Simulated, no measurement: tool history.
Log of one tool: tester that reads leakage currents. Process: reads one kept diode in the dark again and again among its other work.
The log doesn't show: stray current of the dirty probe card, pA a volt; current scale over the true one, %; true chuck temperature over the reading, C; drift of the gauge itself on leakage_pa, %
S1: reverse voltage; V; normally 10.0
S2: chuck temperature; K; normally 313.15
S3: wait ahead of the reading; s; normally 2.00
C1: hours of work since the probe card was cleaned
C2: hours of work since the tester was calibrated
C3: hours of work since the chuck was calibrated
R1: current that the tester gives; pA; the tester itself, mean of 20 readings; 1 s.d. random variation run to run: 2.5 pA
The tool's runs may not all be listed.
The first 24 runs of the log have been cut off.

| run | hour | S1 | S2 | S3 | C1 | C2 | C3 | R1 |
|---|---|---|---|---|---|---|---|---|
| 25 | 4218.7 | 8.8 | 299.15 | 0.87 | 747 | 2253 | 664 | 237.50 |
| 26 | 4459.8 | 1.4 | 295.15 | 0.54 | 908 | 2414 | 825 | 71.51 |
| 27 | 4573.5 | 2.8 | 295.15 | 0.54 | 984 | 2490 | 901 | 98.92 |
|  | 4677.2 | chuck's temperature calibrated |
| 28 | 4721.5 | 2.8 | 295.15 | 0.54 | 1081 | 2588 | 30 | 96.98 |
| 29 | 4920.4 | 12.2 | 295.15 | 1.18 | 1214 | 2721 | 163 | 190.56 |
| 30 | 5144.9 | 1.9 | 313.15 | 2.00 | 1365 | 2871 | 313 | 397.26 |
|  | 5228.6 | probe card cleaned and baked |
| 31 | 5326.8 | 1.9 | 301.15 | 9.18 | 66 | 2990 | 432 | 141.15 |
| 32 | 5436.0 | 1.1 | 315.15 | 6.21 | 139 | 3063 | 505 | 365.13 |

The next listed run, before its measurement:
| 33 | 5577.1 | 1.1 | 315.15 | 6.21 | 233 | 3158 | 600 | ? |

{"run 33": {"R1": 365.16}}
Without the tool's hidden state the same run would have given R1 364.85 pA.
